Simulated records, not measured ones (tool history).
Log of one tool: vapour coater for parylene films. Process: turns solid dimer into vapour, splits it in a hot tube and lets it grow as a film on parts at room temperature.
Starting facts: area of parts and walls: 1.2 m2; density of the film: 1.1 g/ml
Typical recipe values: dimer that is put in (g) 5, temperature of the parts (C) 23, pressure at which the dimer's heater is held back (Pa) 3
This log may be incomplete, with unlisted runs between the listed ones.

run   hour  dimer that is put in (g)  temperature of the parts (C)  pressure at which the dimer's heater is held back (Pa)  thickness of the film (um)
  1      0                         5                            23                                                       3                       1.851
  2   15.1                         5                            23                                                       3                       1.859
  3   35.7                         5                            23                                                       3                       1.838
  4   56.8                         5                            23                                                       3                       1.842
  5   77.2                         5                            23                                                       3                       1.834
  6     97                         5                            23                                                       3                       1.829
  7  128.9                         5                            23                                                       3                       1.824
  8  150.7                         5                            23                                                       3                       1.806
  9  169.8                         5                            23                                                       3                       1.822
 10  189.5                         5                            23                                                       3                       1.818
 11  223.1                         5                            23                                                       3                       1.806
     235.8  -- trap's valve overhauled
 12  259.1                         5                            25                                                       3                       1.803
 13  287.1                         5                            23                                                       3                       1.937
 14  314.6                         7                            23                                                       3                       2.715
 15  338.3                         7                            23                                                       3                       2.688
 16  368.5                         8                            23                                                       3                       3.077
 17  399.3                         5                            23                                                       3                       1.902
 18  414.3                         5                            24                                                       3                       1.847
 19    436                         5                            24                                                       3                       1.846
 20  452.7                         5                            24                                                       3                       1.841
 21  466.8                         5                            25                                                     8.9                       1.414
 22  492.4                         4                            23                                                    2.81                       1.543
 23  526.1                         5                            19                                                    4.29                       2.047
 24  547.6                         5                            19                                                    4.29                       2.033
 25  564.3                         4                            22                                                       3                       1.559
 26  580.4                         3                            32                                                    9.68                       0.636
 27  598.6                         9                            26                                                       3                       2.997
 28  620.9                         9                            26                                                       3                       3.005
 29  654.8                         7                            23                                                       3                        2.62
 30    678                         7                            23                                                       3                       2.602
 31  698.6                         3                            21                                                    8.41                       0.971
 32  716.9                         5                            20                                                    2.41                       2.168
 33  750.9                         5                            23                                                       3                       1.841
     780.6  -- trap's valve overhauled
 34  787.1                         9                            17                                                    2.53                       4.612
 35  808.7                         5                            20                                                    9.26                       1.741
 36  840.3                         3                            16                                                    3.09                       1.528
 37    862                         3                            16                                                    3.09                       1.524
 38  893.5                         5                            23                                                    5.99                       1.695

Some steps in thickness of the film (um) between neighbouring runs. How much of each would the tool show without its hidden state too (settings, what came in, random variation), and how much is left for the hidden state, with any gauge scatter that isn't in both results?
Hidden state at play: vapour lost through the trap's worn valve, %; true temperature of the parts over the reading, C; drift of the gauge itself on film_um, %.
Run 11 -> 12: temperature of the parts (C) 23 -> 25, trap's valve overhauled. thickness of the film (um) -0.003: hidden state +0.139, all else -0.142.
Run 26 -> 27: dimer that is put in (g) 3 -> 9, temperature of the parts (C) 32 -> 26, pressure at which the dimer's heater is held back (Pa) 9.68 -> 3. thickness of the film (um) +2.361: hidden state -0.073, all else +2.434.
Run 33 -> 34: dimer that is put in (g) 5 -> 9, temperature of the parts (C) 23 -> 17, pressure at which the dimer's heater is held back (Pa) 3 -> 2.53, trap's valve overhauled. thickness of the film (um) +2.771: hidden state +0.167, all else +2.604.
Run 34 -> 35: dimer that is put in (g) 9 -> 5, temperature of the parts (C) 17 -> 20, pressure at which the dimer's heater is held back (Pa) 2.53 -> 9.26. thickness of the film (um) -2.871: hidden state -0.052, all else -2.819.
